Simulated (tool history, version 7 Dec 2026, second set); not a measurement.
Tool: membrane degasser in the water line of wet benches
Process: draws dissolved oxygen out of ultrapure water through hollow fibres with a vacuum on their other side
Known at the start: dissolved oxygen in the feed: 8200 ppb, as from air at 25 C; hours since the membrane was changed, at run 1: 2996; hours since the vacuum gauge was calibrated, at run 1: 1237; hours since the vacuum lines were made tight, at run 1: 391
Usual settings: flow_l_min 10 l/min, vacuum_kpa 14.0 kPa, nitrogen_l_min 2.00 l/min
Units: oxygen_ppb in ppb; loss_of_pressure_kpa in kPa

run,day,flow_l_min,vacuum_kpa,nitrogen_l_min,hours since the membrane was changed,hours since the vacuum gauge was calibrated,hours since the vacuum lines were made tight,oxygen_ppb,loss_of_pressure_kpa
1,0.000,10,14.0,2.00,2996,1237,391,136.3,44.09
2,6.246,10,14.0,2.00,3146,1387,541,135.5,43.49
3,11.392,15,14.0,2.00,3270,1510,664,244.8,66.09
4,22.829,15,14.0,2.00,3544,1785,939,240.6,65.94
5,30.004,10,14.0,2.00,3717,1957,1111,137.7,44.08
6,36.133,10,14.0,2.00,3864,2104,1258,137.3,43.84
7,47.467,10,14.0,2.00,4136,2376,1530,137.0,44.19
8,59.150,10,14.0,2.00,4416,2657,1810,135.2,44.22
9,70.725,10,14.0,2.00,4694,2934,2088,136.2,44.44
10,79.233,10,14.0,2.00,4898,3139,2292,135.5,44.64
# day 81.633: vacuum gauge calibrated
11,91.217,10,14.0,2.00,5185,230,2579,137.2,44.76
12,99.592,10,14.0,2.00,5386,431,2780,137.7,44.38
13,110.154,10,14.0,2.00,5640,685,3034,134.7,44.93
14,117.500,10,14.0,2.00,5816,861,3210,136.7,45.00
15,126.967,10,9.9,2.00,6043,1088,3437,88.9,45.27
# day 132.533: gauge calibrated
16,132.767,10,14.0,2.00,6182,1227,3577,139.5,44.09
17,141.500,13,14.0,2.00,6392,1437,3786,194.5,57.05
18,150.617,6,22.0,1.65,6611,1656,4005,169.6,25.99
19,160.925,14,29.2,4.77,6858,1903,4252,222.9,61.99
20,169.038,14,17.6,0.92,7053,2098,4447,520.0,61.33
21,175.550,13,14.2,3.89,7209,2254,4603,116.2,57.83
22,186.733,10,14.0,1.38,7477,2522,4872,191.0,44.41
# day 187.592: seals of the vacuum lines changed
23,196.538,10,14.0,1.38,7711,2756,215,189.6,44.47
24,204.721,10,21.6,2.00,7907,2952,411,221.6,44.78
25,213.612,10,21.6,2.00,8121,3165,625,224.5,44.39
# day 215.012: vacuum gauge calibrated
26,224.017,10,21.6,4.54,8370,216,874,105.4,44.87
27,229.683,11,15.9,2.72,8506,352,1010,132.7,48.80
28,240.817,11,15.9,2.72,8773,619,1277,137.3,49.36
29,251.788,11,15.9,2.72,9036,883,1540,137.9,49.21
30,261.925,7,32.4,5.64,9280,1126,1783,90.1,31.18
31,268.983,7,9.2,2.65,9449,1295,1953,40.2,31.53
32,274.954,10,26.0,4.71,9592,1439,2096,124.1,44.96
33,280.762,10,26.0,4.71,9732,1578,2236,124.7,45.02

Forecast each of these 3 alternatives for the next run:
A,287.858,10,12.3,2.90,9902,1748,2406,?,?
B,287.858,15,13.4,5.00,9902,1748,2406,?,?
C,287.858,10,14.0,2.48,9902,1748,2406,?,?

run,oxygen_ppb,loss_of_pressure_kpa
A,84.1,45.03
B,128.8,67.46
C,112.8,45.38
Without the tool's hidden state the same runs would have given:
run,oxygen_ppb,loss_of_pressure_kpa
A,83.9,43.56
B,128.1,65.24
C,112.6,43.88
